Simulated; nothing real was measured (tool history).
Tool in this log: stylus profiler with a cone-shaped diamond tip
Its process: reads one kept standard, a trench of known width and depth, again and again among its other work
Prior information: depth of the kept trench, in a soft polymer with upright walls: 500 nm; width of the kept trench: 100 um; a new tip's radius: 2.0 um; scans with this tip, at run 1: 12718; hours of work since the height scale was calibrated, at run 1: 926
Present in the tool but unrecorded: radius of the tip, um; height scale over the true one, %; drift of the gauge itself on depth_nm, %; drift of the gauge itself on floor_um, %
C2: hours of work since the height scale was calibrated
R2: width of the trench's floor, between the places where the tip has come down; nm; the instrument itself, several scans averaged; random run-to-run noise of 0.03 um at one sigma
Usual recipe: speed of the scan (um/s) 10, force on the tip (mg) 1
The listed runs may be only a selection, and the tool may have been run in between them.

{"run": 1, "hour": 0.0, "speed of the scan (um/s)": 10, "force on the tip (mg)": 1, "scans with this tip": 12718, "C2": 926, "depth of the trench (Å)": 5005.1, "R2": 95870}
{"run": 2, "hour": 93.5, "speed of the scan (um/s)": 10, "force on the tip (mg)": 1, "scans with this tip": 13668, "C2": 995, "depth of the trench (Å)": 5004.2, "R2": 95760}
{"run": 3, "hour": 158.4, "speed of the scan (um/s)": 26, "force on the tip (mg)": 1, "scans with this tip": 14327, "C2": 1043, "depth of the trench (Å)": 5005, "R2": 95500}
{"run": 4, "hour": 245.5, "speed of the scan (um/s)": 26, "force on the tip (mg)": 1, "scans with this tip": 15212, "C2": 1107, "depth of the trench (Å)": 5002.8, "R2": 95430}
{"run": 5, "hour": 320.3, "speed of the scan (um/s)": 10, "force on the tip (mg)": 2.16, "scans with this tip": 15971, "C2": 1163, "depth of the trench (Å)": 5014.8, "R2": 95540}
{"run": 6, "hour": 424.0, "speed of the scan (um/s)": 10, "force on the tip (mg)": 2.43, "scans with this tip": 17026, "C2": 1239, "depth of the trench (Å)": 5016.6, "R2": 95430}
{"run": 7, "hour": 526.4, "speed of the scan (um/s)": 10, "force on the tip (mg)": 2.43, "scans with this tip": 18066, "C2": 1315, "depth of the trench (Å)": 5014.9, "R2": 95410}
{"run": 8, "hour": 607.2, "speed of the scan (um/s)": 10, "force on the tip (mg)": 2.43, "scans with this tip": 18886, "C2": 1375, "depth of the trench (Å)": 5014.4, "R2": 95340}
{"run": 9, "hour": 689.8, "speed of the scan (um/s)": 10, "force on the tip (mg)": 1, "scans with this tip": 19726, "C2": 1436, "depth of the trench (Å)": 4999.1, "R2": 95170}
{"hour": 716.0, "done": "height scale calibrated on a step standard"}
{"run": 10, "hour": 744.9, "speed of the scan (um/s)": 10, "force on the tip (mg)": 1, "scans with this tip": 20281, "C2": 21, "depth of the trench (Å)": 5019.6, "R2": 95180}
{"run": 11, "hour": 796.2, "speed of the scan (um/s)": 10, "force on the tip (mg)": 1, "scans with this tip": 20802, "C2": 59, "depth of the trench (Å)": 5018.3, "R2": 95130}
{"run": 12, "hour": 903.8, "speed of the scan (um/s)": 10, "force on the tip (mg)": 1, "scans with this tip": 21895, "C2": 139, "depth of the trench (Å)": 5017, "R2": 94970}
{"run": 13, "hour": 999.4, "speed of the scan (um/s)": 3, "force on the tip (mg)": 1, "scans with this tip": 22866, "C2": 210, "depth of the trench (Å)": 5017.9, "R2": 95060}
{"run": 14, "hour": 1076.7, "speed of the scan (um/s)": 3, "force on the tip (mg)": 1, "scans with this tip": 23651, "C2": 267, "depth of the trench (Å)": 5017.5, "R2": 94940}
{"run": 15, "hour": 1134.5, "speed of the scan (um/s)": 3, "force on the tip (mg)": 1, "scans with this tip": 24239, "C2": 309, "depth of the trench (Å)": 5015, "R2": 94920}
{"run": 16, "hour": 1192.4, "speed of the scan (um/s)": 29, "force on the tip (mg)": 1.1, "scans with this tip": 24827, "C2": 352, "depth of the trench (Å)": 5017.5, "R2": 94670}
{"hour": 1238.1, "done": "new tip fitted, height scale calibrated"}
{"run": 17, "hour": 1247.5, "speed of the scan (um/s)": 10, "force on the tip (mg)": 0.64, "scans with this tip": 96, "C2": 7, "depth of the trench (Å)": 5013.8, "R2": 97280}
{"run": 18, "hour": 1354.9, "speed of the scan (um/s)": 10, "force on the tip (mg)": 0.64, "scans with this tip": 1187, "C2": 86, "depth of the trench (Å)": 5010.7, "R2": 97060}
{"run": 19, "hour": 1428.2, "speed of the scan (um/s)": 9, "force on the tip (mg)": 2.98, "scans with this tip": 1931, "C2": 141, "depth of the trench (Å)": 5035.4, "R2": 97050}
{"run": 20, "hour": 1513.0, "speed of the scan (um/s)": 9, "force on the tip (mg)": 2.98, "scans with this tip": 2793, "C2": 203, "depth of the trench (Å)": 5034.9, "R2": 96880}
{"run": 21, "hour": 1567.3, "speed of the scan (um/s)": 5, "force on the tip (mg)": 1.09, "scans with this tip": 3344, "C2": 243, "depth of the trench (Å)": 5017, "R2": 96900}
{"run": 22, "hour": 1661.3, "speed of the scan (um/s)": 5, "force on the tip (mg)": 1.09, "scans with this tip": 4299, "C2": 313, "depth of the trench (Å)": 5014.9, "R2": 96770}
{"run": 23, "hour": 1744.3, "speed of the scan (um/s)": 5, "force on the tip (mg)": 1.09, "scans with this tip": 5142, "C2": 374, "depth of the trench (Å)": 5015.5, "R2": 96660}
{"run": 24, "hour": 1840.7, "speed of the scan (um/s)": 8, "force on the tip (mg)": 2.69, "scans with this tip": 6122, "C2": 446, "depth of the trench (Å)": 5029.7, "R2": 96560}
{"run": 25, "hour": 1911.3, "speed of the scan (um/s)": 26, "force on the tip (mg)": 2.66, "scans with this tip": 6839, "C2": 498, "depth of the trench (Å)": 5028.9, "R2": 96400}
{"run": 26, "hour": 1961.6, "speed of the scan (um/s)": 26, "force on the tip (mg)": 1.77, "scans with this tip": 7350, "C2": 535, "depth of the trench (Å)": 5020.6, "R2": 96190}
{"run": 27, "hour": 2059.9, "speed of the scan (um/s)": 3, "force on the tip (mg)": 0.64, "scans with this tip": 8349, "C2": 608, "depth of the trench (Å)": 5005.5, "R2": 96290}
{"run": 28, "hour": 2142.5, "speed of the scan (um/s)": 3, "force on the tip (mg)": 2.66, "scans with this tip": 9188, "C2": 669, "depth of the trench (Å)": 5028, "R2": 96220}
{"run": 29, "hour": 2206.0, "speed of the scan (um/s)": 31, "force on the tip (mg)": 2.66, "scans with this tip": 9833, "C2": 716, "depth of the trench (Å)": 5025.5, "R2": 96040}
{"run": 30, "hour": 2311.8, "speed of the scan (um/s)": 24, "force on the tip (mg)": 1.83, "scans with this tip": 10908, "C2": 794, "depth of the trench (Å)": 5017.5, "R2": 95920}

Each row is a separate what-if for the run after 30, all from the same tool condition, not one after another. Results?
{"run": "A", "hour": 2391.9, "speed of the scan (um/s)": 6, "force on the tip (mg)": 2.83, "scans with this tip": 11722, "C2": 853, "depth of the trench (Å)": "?", "R2": "?"}
{"run": "B", "hour": 2391.9, "speed of the scan (um/s)": 29, "force on the tip (mg)": 0.43, "scans with this tip": 11722, "C2": 853, "depth of the trench (Å)": "?", "R2": "?"}
{"run": "C", "hour": 2391.9, "speed of the scan (um/s)": 23, "force on the tip (mg)": 1.49, "scans with this tip": 11722, "C2": 853, "depth of the trench (Å)": "?", "R2": "?"}

run=A depth_of_the_trench_(Å)=5027.9 R2=95930
run=B depth_of_the_trench_(Å)=5000.6 R2=95570
run=C depth_of_the_trench_(Å)=5013.2 R2=95820
With the hidden condition removed and each run's random variation left untouched, the same runs would have given:
run=A depth_of_the_trench_(Å)=5038.4 R2=97290
run=B depth_of_the_trench_(Å)=5011.1 R2=96930
run=C depth_of_the_trench_(Å)=5023.7 R2=97180

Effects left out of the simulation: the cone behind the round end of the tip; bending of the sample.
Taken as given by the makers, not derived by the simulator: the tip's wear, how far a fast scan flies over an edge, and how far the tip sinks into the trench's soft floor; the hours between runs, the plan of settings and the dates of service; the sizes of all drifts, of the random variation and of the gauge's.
